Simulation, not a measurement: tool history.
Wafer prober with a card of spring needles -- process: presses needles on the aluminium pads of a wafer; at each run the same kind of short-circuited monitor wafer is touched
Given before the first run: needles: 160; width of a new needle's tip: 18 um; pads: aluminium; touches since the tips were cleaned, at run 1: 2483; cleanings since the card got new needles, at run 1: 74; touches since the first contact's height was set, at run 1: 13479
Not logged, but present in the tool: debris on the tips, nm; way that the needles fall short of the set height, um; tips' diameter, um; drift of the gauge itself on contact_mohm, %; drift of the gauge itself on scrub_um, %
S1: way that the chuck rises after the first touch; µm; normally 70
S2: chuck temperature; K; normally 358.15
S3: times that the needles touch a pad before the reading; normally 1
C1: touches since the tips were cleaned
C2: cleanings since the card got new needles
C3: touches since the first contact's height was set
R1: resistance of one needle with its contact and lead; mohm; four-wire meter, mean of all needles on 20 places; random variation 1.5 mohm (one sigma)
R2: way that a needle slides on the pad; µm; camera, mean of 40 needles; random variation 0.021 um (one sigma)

run,hour,S1,S2,S3,C1,C2,C3,R1,R2
1,0,70,358.15,1,2483,74,13479,168,13.92
# hour 8.3: tips cleaned on abrasive film
# hour 29.4: tips cleaned on abrasive film
2,38.9,70,358.15,1,2304,76,22867,170,13.93
# hour 48: tips cleaned on abrasive film
# hour 70.2: tips cleaned on abrasive film
# hour 90.9: tips cleaned on abrasive film
3,97.1,70,358.15,1,1492,79,36915,166,13.91
# hour 110.7: tips cleaned on abrasive film
# hour 129: tips cleaned on abrasive film
# hour 150.9: tips cleaned on abrasive film
4,152.9,70,358.15,1,482,82,50377,156,13.88
# hour 170.6: tips cleaned on abrasive film
# hour 192.7: tips cleaned on abrasive film
5,203.4,70,358.15,1,2600,84,62591,175,13.85
# hour 211.6: tips cleaned on abrasive film
# hour 233.9: tips cleaned on abrasive film
# hour 256.3: tips cleaned on abrasive film
6,259.6,70,358.15,1,786,87,76146,157,13.84
# hour 277.7: tips cleaned on abrasive film
# hour 299.9: tips cleaned on abrasive film
# hour 322.7: tips cleaned on abrasive film
7,340.8,70,358.15,1,4391,90,95771,181,13.78
# hour 345.4: tips cleaned on abrasive film
# hour 367.9: tips cleaned on abrasive film
# hour 388.6: tips cleaned on abrasive film
8,390.8,60,358.15,1,536,93,107846,163,11.76
# hour 409: tips cleaned on abrasive film
# hour 431.4: tips cleaned on abrasive film
# hour 453.1: tips cleaned on abrasive film
# hour 453.4: height of the first contact set anew
9,466.4,60,358.15,1,3150,96,3150,186,11.74
# hour 473.6: tips cleaned on abrasive film
# hour 491.8: tips cleaned on abrasive film
10,509.1,60,358.15,1,4193,98,13455,191,11.7
# hour 513.7: tips cleaned on abrasive film
# hour 531.9: tips cleaned on abrasive film
# hour 553.5: tips cleaned on abrasive film
# hour 574.9: tips cleaned on abrasive film
11,583.1,56,310.15,3,1995,102,31313,155,10.88
# hour 596.8: tips cleaned on abrasive film
# hour 619: tips cleaned on abrasive film
12,624.3,83,376.15,2,1266,104,41253,157,16.27
# hour 641.4: tips cleaned on abrasive film
# hour 664: tips cleaned on abrasive film
# hour 686.7: tips cleaned on abrasive film
13,694.8,81,328.15,1,1960,107,58298,161,15.8
# hour 705.5: tips cleaned on abrasive film
# hour 727.6: tips cleaned on abrasive film
# hour 749.6: tips cleaned on abrasive film
14,759.7,70,352.15,1,2459,110,73980,174,13.58
# hour 768.9: tips cleaned on abrasive film
# hour 791: tips cleaned on abrasive film
15,803.3,89,299.15,1,2991,112,84511,157,17.36
# hour 812.7: height of the first contact set anew, once more
# hour 812.8: tips cleaned on abrasive film
# hour 835: tips cleaned on abrasive film
16,850.1,89,299.15,1,3678,114,9033,159,17.72
# hour 854.8: tips cleaned on abrasive film
# hour 877.5: tips cleaned on abrasive film
17,885.2,89,299.15,1,1857,116,17489,148,17.69
# hour 898.9: tips cleaned on abrasive film
# hour 920.9: tips cleaned on abrasive film
# hour 942.8: tips cleaned on abrasive film
# hour 965: tips cleaned on abrasive film
18,972.4,85,324.15,2,1790,120,38560,148,16.89

Alternative continuations, all from the tool just after run 18; predict every row:
# hour 985.5: tips cleaned on abrasive film
# hour 1006.8: tips cleaned on abrasive film
A,1007.5,56,358.15,1,167,122,47024,?,?
# hour 985.5: tips cleaned on abrasive film
# hour 1006.8: tips cleaned on abrasive film
B,1007.5,80,302.15,2,167,122,47024,?,?
# hour 985.5: tips cleaned on abrasive film
# hour 1006.8: tips cleaned on abrasive film
C,1007.5,61,324.15,2,167,122,47024,?,?
# hour 985.5: tips cleaned on abrasive film
# hour 1006.8: tips cleaned on abrasive film
D,1007.5,70,358.15,1,167,122,47024,?,?
# hour 985.5: tips cleaned on abrasive film
# hour 1006.8: tips cleaned on abrasive film
E,1007.5,70,372.15,2,167,122,47024,?,?

run,R1,R2
A,160,11.1
B,141,15.88
C,147,12.05
D,155,13.89
E,153,13.89
Without the tool's unlogged condition, the same runs would have read:
run,R1,R2
A,149,11.18
B,138,15.97
C,141,12.14
D,148,13.98
E,148,13.97

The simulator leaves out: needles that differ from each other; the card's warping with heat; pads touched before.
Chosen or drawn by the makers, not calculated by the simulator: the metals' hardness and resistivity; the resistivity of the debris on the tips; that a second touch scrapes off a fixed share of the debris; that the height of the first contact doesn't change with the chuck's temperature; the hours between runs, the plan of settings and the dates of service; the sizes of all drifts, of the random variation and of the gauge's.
